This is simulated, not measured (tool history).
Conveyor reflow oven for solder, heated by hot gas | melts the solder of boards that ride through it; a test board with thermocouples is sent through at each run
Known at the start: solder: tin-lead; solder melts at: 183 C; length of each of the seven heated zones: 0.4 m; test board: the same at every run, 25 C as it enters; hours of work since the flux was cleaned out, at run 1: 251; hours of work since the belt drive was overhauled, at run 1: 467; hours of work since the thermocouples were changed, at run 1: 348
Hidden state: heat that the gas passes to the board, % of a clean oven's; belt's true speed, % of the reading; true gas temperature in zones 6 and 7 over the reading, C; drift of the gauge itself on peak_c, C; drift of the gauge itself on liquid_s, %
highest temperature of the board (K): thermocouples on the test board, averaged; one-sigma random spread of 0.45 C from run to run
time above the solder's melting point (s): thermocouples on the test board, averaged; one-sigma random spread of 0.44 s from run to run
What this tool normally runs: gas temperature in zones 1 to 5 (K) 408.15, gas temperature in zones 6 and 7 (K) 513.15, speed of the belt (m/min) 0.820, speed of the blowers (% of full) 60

run	hour	gas temperature in zones 1 to 5 (K)	gas temperature in zones 6 and 7 (K)	speed of the belt (m/min)	speed of the blowers (% of full)	hours of work since the flux was cleaned out	hours of work since the belt drive was overhauled	hours of work since the thermocouples were changed	highest temperature of the board (K)	time above the solder's melting point (s)
1	0.0	408.15	513.15	0.820	60	251	467	348	482.95	36.6
2	67.7	408.15	513.15	0.820	60	282	498	379	481.55	36.3
# hour 127.8: flux residue cleaned out of gas plates and filters
3	149.9	408.15	513.15	0.820	60	10	534	415	486.15	39.8
4	222.5	394.15	513.15	0.820	60	43	567	448	481.95	32.4
5	260.3	394.15	513.15	0.820	60	61	585	465	482.05	33.3
6	296.6	394.15	513.15	0.820	60	77	601	482	481.15	32.8
7	345.9	394.15	519.15	0.820	60	100	624	505	486.45	35.6
8	413.6	394.15	519.15	0.820	60	131	655	536	485.15	36.1
9	451.8	394.15	512.15	0.820	60	149	673	553	478.85	30.6
# hour 508.3: thermocouples of zones 6 and 7 changed
10	520.5	408.15	513.15	0.820	60	179	703	6	484.35	37.5
11	570.8	408.15	513.15	0.820	60	203	726	29	483.85	37.9
12	629.2	408.15	513.15	0.820	60	229	753	56	484.75	36.8
13	706.0	418.15	513.15	0.820	60	265	788	91	485.75	42.0
14	793.6	409.15	513.15	0.859	60	305	829	131	481.45	33.5
# hour 806.7: flux residue cleaned out of gas plates and filters
15	851.7	409.15	513.15	0.859	60	21	853	155	484.65	36.3
16	940.1	409.15	513.15	0.859	60	61	894	196	483.45	36.9
17	1012.6	408.15	513.15	0.820	73	95	927	229	490.55	42.9
18	1070.2	408.15	513.15	0.820	73	121	953	256	490.05	42.5

Run 19, settings as shown, results not yet in. Your forecast:
19	1141.1	408.15	513.15	0.820	73	154	986	288	?	?

Run 19 measured highest temperature of the board (K) 488.85, time above the solder's melting point (s) 42.5.
Were there no unlogged condition in the tool, this run, its random variation unchanged, would have produced highest temperature of the board (K) 491.35, time above the solder's melting point (s) 43.4.
